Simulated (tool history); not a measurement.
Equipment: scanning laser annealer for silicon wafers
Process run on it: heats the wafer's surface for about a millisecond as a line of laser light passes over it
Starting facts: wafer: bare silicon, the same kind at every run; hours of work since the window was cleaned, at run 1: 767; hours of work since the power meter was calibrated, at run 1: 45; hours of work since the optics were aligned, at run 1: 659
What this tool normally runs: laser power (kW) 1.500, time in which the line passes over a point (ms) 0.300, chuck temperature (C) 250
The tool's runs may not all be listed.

run,hour,laser power (kW),time in which the line passes over a point (ms),chuck temperature (C),hours of work since the window was cleaned,hours of work since the power meter was calibrated,hours of work since the optics were aligned,highest temperature of the surface (C)
1,0.0,1.500,0.300,250,767,45,659,1025
2,17.8,1.500,0.300,250,780,57,672,1026
3,40.3,1.500,0.300,250,795,73,687,1024
4,56.3,1.500,0.300,250,806,84,698,1022
5,77.8,1.500,0.300,279,821,99,713,1053
6,103.1,1.500,0.300,252,838,116,730,1026
# hour 112.7: window over the wafer cleaned
7,116.2,1.500,0.300,279,2,124,738,1052
8,129.0,1.500,0.300,250,11,133,747,1023
9,140.4,1.504,0.300,250,19,141,755,1028
10,157.1,1.500,0.300,250,31,152,766,1021
11,175.1,1.500,0.300,250,43,164,779,1026
12,199.5,1.500,0.300,250,60,181,796,1024
13,217.3,1.500,0.300,283,72,194,808,1057
14,231.0,1.500,0.300,283,82,203,817,1059
15,245.7,1.500,0.300,250,92,213,828,1026
16,258.6,1.500,0.300,279,101,222,837,1055
17,274.4,1.500,0.303,250,112,233,847,1028
18,286.1,1.500,0.303,250,120,241,855,1030
19,305.1,1.500,0.303,250,133,254,869,1029
20,326.4,1.500,0.303,250,148,269,883,1026
21,348.0,1.500,0.300,234,163,284,898,1005
22,361.8,1.516,0.300,263,172,293,908,1048
23,384.0,1.516,0.300,263,187,309,923,1050
24,400.4,1.569,0.300,215,199,320,934,1032
25,417.4,1.358,0.300,215,210,332,946,901
26,434.9,1.358,0.300,215,223,344,958,901
27,454.8,1.358,0.300,215,236,358,972,900
28,478.1,1.278,0.300,242,252,374,988,880
29,493.2,1.278,0.300,242,263,384,999,881
30,508.4,1.583,0.270,232,273,395,1009,1011
31,534.9,1.316,0.301,281,292,413,1027,942
32,551.3,1.316,0.301,281,303,424,1039,940
33,569.0,1.363,0.301,263,315,437,1051,954
34,584.9,1.446,0.224,250,326,448,1062,879
35,596.9,1.500,0.265,248,335,456,1070,967
36,610.8,1.587,0.367,284,344,465,1080,1212
37,624.2,1.587,0.216,284,353,475,1089,975
38,644.8,1.545,0.302,260,368,489,1103,1071
39,671.1,1.545,0.302,260,386,507,1121,1066
40,692.1,1.289,0.217,255,400,522,1136,792
41,702.8,1.516,0.276,250,408,529,1143,998
42,713.6,1.516,0.276,250,415,536,1151,997

Forecast each of these 3 alternatives for the next run:
A,737.1,1.516,0.348,250,431,553,1167,?
B,737.1,1.516,0.266,269,431,553,1167,?
C,737.1,1.418,0.276,283,431,553,1167,?

run,highest temperature of the surface (C)
A,1104
B,1000
C,971
With no hidden state in the tool, these same runs would have given:
run,highest temperature of the surface (C)
A,1104
B,1001
C,972
